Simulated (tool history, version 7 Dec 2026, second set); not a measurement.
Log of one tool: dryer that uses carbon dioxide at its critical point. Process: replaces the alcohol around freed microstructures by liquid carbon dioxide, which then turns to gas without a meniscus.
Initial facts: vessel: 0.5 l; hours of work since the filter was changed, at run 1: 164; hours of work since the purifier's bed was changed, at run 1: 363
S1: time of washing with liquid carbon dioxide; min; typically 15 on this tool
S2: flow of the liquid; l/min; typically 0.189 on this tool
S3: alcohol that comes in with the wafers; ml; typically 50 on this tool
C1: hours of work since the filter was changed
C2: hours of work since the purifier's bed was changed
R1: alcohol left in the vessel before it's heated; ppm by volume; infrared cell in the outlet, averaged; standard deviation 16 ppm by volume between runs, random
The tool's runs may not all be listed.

run	hour	S1	S2	S3	C1	C2	R1
1	0.0	15	0.189	50	164	363	1379
2	28.3	15	0.189	50	175	374	1409
3	42.9	15	0.189	50	180	380	1433
4	61.4	15	0.189	50	187	387	1436
5	76.6	15	0.189	50	193	392	1457
6	104.4	15	0.189	50	203	403	1499
7	127.5	15	0.140	50	212	412	4661
8	149.9	15	0.141	50	221	420	4516
9	164.9	15	0.189	50	226	426	1509
10	192.6	15	0.252	50	237	436	406
11	211.4	15	0.252	50	244	443	420
12	240.7	15	0.146	50	255	454	4228
13	253.2	15	0.146	50	260	459	4156
14	270.7	15	0.146	50	266	466	4183
15	282.9	15	0.146	30	271	470	2631
16	311.1	15	0.189	50	281	481	1645
17	331.2	15	0.189	24	289	489	881
18	357.4	15	0.189	22	299	498	803
19	376.3	15	0.189	22	306	506	810
20	398.7	15	0.189	50	315	514	1685
21	421.0	15	0.189	54	323	523	1874
22	448.4	15	0.189	54	333	533	1920
23	467.4	15	0.189	54	341	540	1988
24	491.3	15	0.189	54	350	549	2046
25	509.1	15	0.189	47	356	556	1735
26	537.5	10	0.151	26	367	567	6576
# hour 562.9: inlet filter changed
27	563.8	10	0.189	63	0	576	6050
28	580.9	20	0.313	27	7	583	127
29	598.5	15	0.149	58	13	589	3552
30	623.4	15	0.161	58	23	599	2629
31	638.3	9	0.309	58	28	604	1289
32	658.6	9	0.309	58	36	612	1301
33	681.9	22	0.187	117	45	621	475
34	697.3	22	0.187	117	51	627	473
35	724.5	18	0.133	22	61	637	1228
36	742.8	12	0.189	41	68	644	2439
37	760.3	15	0.157	27	75	650	1533
38	774.7	23	0.119	62	80	656	2120
39	787.4	15	0.185	50	85	661	1429
40	809.0	23	0.165	50	93	669	434
41	838.7	12	0.203	38	104	680	1793
42	856.5	10	0.189	50	111	687	5469
43	884.2	15	0.120	42	121	697	5779
44	902.2	15	0.120	42	128	704	5923
45	914.4	15	0.120	42	133	709	5904
46	942.4	15	0.120	42	143	719	6129
47	961.7	10	0.275	49	151	727	1413

The same runs without the tool's hidden state, with the same run-to-run variation:
What the log doesn't record here: flow that reaches the vessel past the clogged filter, %; alcohol in the recycled carbon dioxide, ppm; drift of the gauge itself on alcohol_ppm, %.
run	R1
1	1017
2	1021
3	1028
4	1022
5	1023
6	1037
7	3624
8	3473
9	1007
10	195
11	200
12	3092
13	3018
14	3015
15	1859
16	1011
17	505
18	446
19	443
20	984
21	1086
22	1099
23	1128
24	1136
25	951
26	4835
27	5903
28	5
29	3356
30	2418
31	1102
32	1101
33	306
34	302
35	1009
36	2113
37	1266
38	1760
39	1133
40	239
41	1433
42	4744
43	5020
44	5110
45	5071
46	5211
47	999

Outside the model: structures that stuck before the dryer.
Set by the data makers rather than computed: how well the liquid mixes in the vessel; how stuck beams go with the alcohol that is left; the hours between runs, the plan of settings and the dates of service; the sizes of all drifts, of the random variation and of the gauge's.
